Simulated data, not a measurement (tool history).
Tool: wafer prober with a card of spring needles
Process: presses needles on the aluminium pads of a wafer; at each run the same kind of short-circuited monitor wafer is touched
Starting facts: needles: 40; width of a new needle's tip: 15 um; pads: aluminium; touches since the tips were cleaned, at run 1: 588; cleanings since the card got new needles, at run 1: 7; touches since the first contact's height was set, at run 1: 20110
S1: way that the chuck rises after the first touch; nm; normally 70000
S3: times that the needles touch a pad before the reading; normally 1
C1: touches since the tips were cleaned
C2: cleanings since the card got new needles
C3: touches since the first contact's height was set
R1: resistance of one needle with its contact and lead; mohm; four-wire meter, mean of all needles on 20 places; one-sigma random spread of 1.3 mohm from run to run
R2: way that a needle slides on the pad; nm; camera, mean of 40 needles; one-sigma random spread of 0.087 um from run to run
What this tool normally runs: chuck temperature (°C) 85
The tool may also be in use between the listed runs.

Run 1, day 0.000: usual settings; C1 588; C2 7; C3 20110. Result: R1 125 mohm, R2 9380 nm.
At day 0.442: tips cleaned on abrasive film.
At day 0.988: tips cleaned on abrasive film.
At day 1.429: tips cleaned on abrasive film.
At day 1.979: tips cleaned on abrasive film.
At day 2.421: tips cleaned on abrasive film.
Run 2, day 2.758: usual settings; C1 2021; C2 12; C3 36508. Result: R1 141 mohm, R2 9170 nm.
At day 2.871: tips cleaned on abrasive film.
At day 3.417: tips cleaned on abrasive film.
At day 3.858: tips cleaned on abrasive film.
Run 3, day 4.154: usual settings; C1 1765; C2 15; C3 44805. Result: R1 138 mohm, R2 9250 nm.
At day 4.375: tips cleaned on abrasive film.
At day 4.817: tips cleaned on abrasive film.
At day 5.254: tips cleaned on abrasive film.
At day 5.696: tips cleaned on abrasive film.
Run 4, day 5.838: usual settings; C1 842; C2 19; C3 54796. Result: R1 134 mohm, R2 9220 nm.
At day 6.167: tips cleaned on abrasive film.
At day 6.717: tips cleaned on abrasive film.
At day 7.158: tips cleaned on abrasive film.
At day 7.596: tips cleaned on abrasive film.
At day 8.038: tips cleaned on abrasive film.
At day 8.479: tips cleaned on abrasive film.
Run 5, day 8.704: usual settings; C1 1354; C2 25; C3 71835. Result: R1 134 mohm, R2 9150 nm.
At day 8.925: tips cleaned on abrasive film.
At day 9.367: tips cleaned on abrasive film.
At day 9.804: tips cleaned on abrasive film.
At day 10.246: tips cleaned on abrasive film.
Run 6, day 10.604: usual settings; C1 2157; C2 29; C3 83140. Result: R1 145 mohm, R2 9170 nm.
At day 10.721: tips cleaned on abrasive film.
At day 11.158: tips cleaned on abrasive film.
At day 11.708: tips cleaned on abrasive film.
At day 12.150: tips cleaned on abrasive film.
At day 12.700: tips cleaned on abrasive film.
At day 13.138: tips cleaned on abrasive film.
Run 7, day 13.446: usual settings but S1 88000 nm; C1 1833; C2 35; C3 100004. Result: R1 131 mohm, R2 11330 nm.
At day 13.667: tips cleaned on abrasive film.
At day 14.108: tips cleaned on abrasive film.
At day 14.654: tips cleaned on abrasive film.
At day 15.096: tips cleaned on abrasive film.
At day 15.538: tips cleaned on abrasive film.
Run 8, day 15.683: usual settings but S1 66000 nm; C1 886; C2 40; C3 113306. Result: R1 131 mohm, R2 8360 nm.
At day 16.017: tips cleaned on abrasive film.
At day 16.454: tips cleaned on abrasive film.
At day 17.004: tips cleaned on abrasive film.
At day 17.446: tips cleaned on abrasive film.
At day 17.883: tips cleaned on abrasive film.
At day 18.433: tips cleaned on abrasive film.
Run 9, day 18.538: usual settings but S1 66000 nm; C1 612; C2 46; C3 130255. Result: R1 132 mohm, R2 8270 nm.
At day 18.975: tips cleaned on abrasive film.
At day 19.417: tips cleaned on abrasive film.
At day 19.858: tips cleaned on abrasive film.
At day 20.296: tips cleaned on abrasive film.
Run 10, day 20.425: usual settings but S1 66000 nm; C1 761; C2 50; C3 141471. Result: R1 137 mohm, R2 8130 nm.
At day 20.754: tips cleaned on abrasive film.
At day 21.196: tips cleaned on abrasive film.
At day 21.633: tips cleaned on abrasive film.
Run 11, day 21.721: usual settings but S3 2; C1 521; C2 53; C3 149178. Result: R1 118 mohm, R2 8710 nm.
At day 22.162: tips cleaned on abrasive film.
At day 22.604: tips cleaned on abrasive film.
At day 23.150: tips cleaned on abrasive film.
At day 23.592: tips cleaned on abrasive film.
Run 12, day 23.850: usual settings but S3 2; C1 1538; C2 57; C3 161825. Result: R1 132 mohm, R2 8680 nm.
At day 24.071: tips cleaned on abrasive film.
At day 24.512: tips cleaned on abrasive film.
At day 24.950: tips cleaned on abrasive film.
At day 25.392: tips cleaned on abrasive film.
Run 13, day 25.704: usual settings but chuck temperature (°C) 110, S3 2; C1 1871; C2 61; C3 172844. Result: R1 135 mohm, R2 8540 nm.
At day 25.925: tips cleaned on abrasive film.
At day 26.475: tips cleaned on abrasive film.
At day 27.025: tips cleaned on abrasive film.
At day 27.462: tips cleaned on abrasive film.
At day 28.012: tips cleaned on abrasive film.
At day 28.133: height of the first contact set anew.
Run 14, day 28.183: usual settings but chuck temperature (°C) 110, S3 2; C1 933; C2 66; C3 280. Result: R1 123 mohm, R2 9400 nm.
At day 28.512: tips cleaned on abrasive film.
At day 28.954: tips cleaned on abrasive film.
At day 29.504: tips cleaned on abrasive film.
At day 29.942: tips cleaned on abrasive film.
Run 15, day 30.246: usual settings but chuck temperature (°C) 110, S3 2; C1 1812; C2 70; C3 12548. Result: R1 134 mohm, R2 9370 nm.
At day 30.467: tips cleaned on abrasive film.
At day 30.908: tips cleaned on abrasive film.
At day 31.346: tips cleaned on abrasive film.
At day 31.788: tips cleaned on abrasive film.
Run 16, day 32.108: usual settings but S1 88000 nm; C1 1926; C2 74; C3 23622. Result: R1 131 mohm, R2 11900 nm.
At day 32.329: tips cleaned on abrasive film.
At day 32.771: tips cleaned on abrasive film.
At day 33.321: tips cleaned on abrasive film.
At day 33.871: tips cleaned on abrasive film.
At day 34.308: tips cleaned on abrasive film.
At day 34.750: tips cleaned on abrasive film.
Run 17, day 35.121: usual settings but S1 88000 nm, chuck temperature (°C) 72, S3 2; C1 2214; C2 80; C3 41519. Result: R1 124 mohm, R2 11590 nm.
At day 35.233: tips cleaned on abrasive film.
At day 35.783: tips cleaned on abrasive film.
At day 36.221: tips cleaned on abrasive film.
At day 36.662: tips cleaned on abrasive film.
At day 37.212: tips cleaned on abrasive film.
Run 18, day 37.475: usual settings but S1 81000 nm, chuck temperature (°C) 99, S3 3; C1 1575; C2 85; C3 55510. Result: R1 121 mohm, R2 10780 nm.
At day 37.696: tips cleaned on abrasive film.
At day 38.138: tips cleaned on abrasive film.
At day 38.575: tips cleaned on abrasive film.
At day 39.017: tips cleaned on abrasive film.
At day 39.458: tips cleaned on abrasive film.
Run 19, day 39.783: usual settings but S1 81000 nm, chuck temperature (°C) 99, S3 3; C1 1956; C2 90; C3 69231. Result: R1 119 mohm, R2 10500 nm.
At day 40.004: tips cleaned on abrasive film.
At day 40.446: tips cleaned on abrasive film.
At day 40.888: tips cleaned on abrasive film.
At day 41.325: tips cleaned on abrasive film.
At day 41.767: tips cleaned on abrasive film.
At day 42.208: tips cleaned on abrasive film.
At day 42.646: tips cleaned on abrasive film.
Run 20, day 42.867: usual settings but S1 81000 nm, chuck temperature (°C) 99, S3 3; C1 1314; C2 97; C3 87536. Result: R1 118 mohm, R2 10360 nm.
At day 43.096: tips cleaned on abrasive film.
At day 43.533: tips cleaned on abrasive film.
At day 44.083: tips cleaned on abrasive film.
At day 44.633: tips cleaned on abrasive film.
At day 45.183: tips cleaned on abrasive film.
Run 21, day 45.546: usual settings but S1 87000 nm; C1 2170; C2 102; C3 103469. Result: R1 141 mohm, R2 11320 nm.
At day 45.658: tips cleaned on abrasive film.
At day 46.100: tips cleaned on abrasive film.
At day 46.646: tips cleaned on abrasive film.
At day 47.196: tips cleaned on abrasive film.
Run 22, day 47.621: usual settings but S1 78000 nm, chuck temperature (°C) 106; C1 2531; C2 106; C3 115804. Result: R1 153 mohm, R2 10030 nm.
At day 47.733: tips cleaned on abrasive film.
At day 48.171: tips cleaned on abrasive film.
At day 48.612: tips cleaned on abrasive film.
At day 49.162: tips cleaned on abrasive film.
At day 49.604: tips cleaned on abrasive film.
At day 50.042: tips cleaned on abrasive film.
Run 23, day 50.300: usual settings but S1 61000 nm, chuck temperature (°C) 106; C1 1555; C2 112; C3 131735. Result: R1 167 mohm, R2 7410 nm.
At day 50.525: tips cleaned on abrasive film.
At day 50.962: tips cleaned on abrasive film.
At day 51.404: tips cleaned on abrasive film.
At day 51.846: tips cleaned on abrasive film.
At day 52.283: tips cleaned on abrasive film.
At day 52.833: tips cleaned on abrasive film.
Run 24, day 52.975: usual settings but S1 61000 nm, chuck temperature (°C) 106; C1 841; C2 118; C3 147606. Result: R1 141 mohm, R2 7530 nm.

Predict each of these 4 candidate next runs independently; none follows another, all start after run 24:
At day 53.304: tips cleaned on abrasive film.
At day 53.746: tips cleaned on abrasive film.
At day 54.188: tips cleaned on abrasive film.
At day 54.625: tips cleaned on abrasive film.
At day 55.067: tips cleaned on abrasive film.
At day 55.504: tips cleaned on abrasive film.
Run A, day 55.521: usual settings but S1 73000 nm, chuck temperature (°C) 54, S3 2; C1 80; C2 124; C3 162713. Result: R1 ?, R2 ?.
At day 53.304: tips cleaned on abrasive film.
At day 53.746: tips cleaned on abrasive film.
At day 54.188: tips cleaned on abrasive film.
At day 54.625: tips cleaned on abrasive film.
At day 55.067: tips cleaned on abrasive film.
At day 55.504: tips cleaned on abrasive film.
Run B, day 55.521: usual settings but S1 58000 nm, chuck temperature (°C) 54; C1 80; C2 124; C3 162713. Result: R1 ?, R2 ?.
At day 53.304: tips cleaned on abrasive film.
At day 53.746: tips cleaned on abrasive film.
At day 54.188: tips cleaned on abrasive film.
At day 54.625: tips cleaned on abrasive film.
At day 55.067: tips cleaned on abrasive film.
At day 55.504: tips cleaned on abrasive film.
Run C, day 55.521: usual settings but S1 71000 nm, chuck temperature (°C) 55, S3 2; C1 80; C2 124; C3 162713. Result: R1 ?, R2 ?.
At day 53.304: tips cleaned on abrasive film.
At day 53.746: tips cleaned on abrasive film.
At day 54.188: tips cleaned on abrasive film.
At day 54.625: tips cleaned on abrasive film.
At day 55.067: tips cleaned on abrasive film.
At day 55.504: tips cleaned on abrasive film.
Run D, day 55.521: usual settings but S1 72000 nm, chuck temperature (°C) 46; C1 80; C2 124; C3 162713. Result: R1 ?, R2 ?.

run   R1    R2
  A  111  8940
  B  118  7050
  C  108  8880
  D  112  8840
Had the tool no hidden state, the same runs would have come out as:
run   R1    R2
  A  105  9750
  B  103  7870
  C  101  9700
  D  101  9650
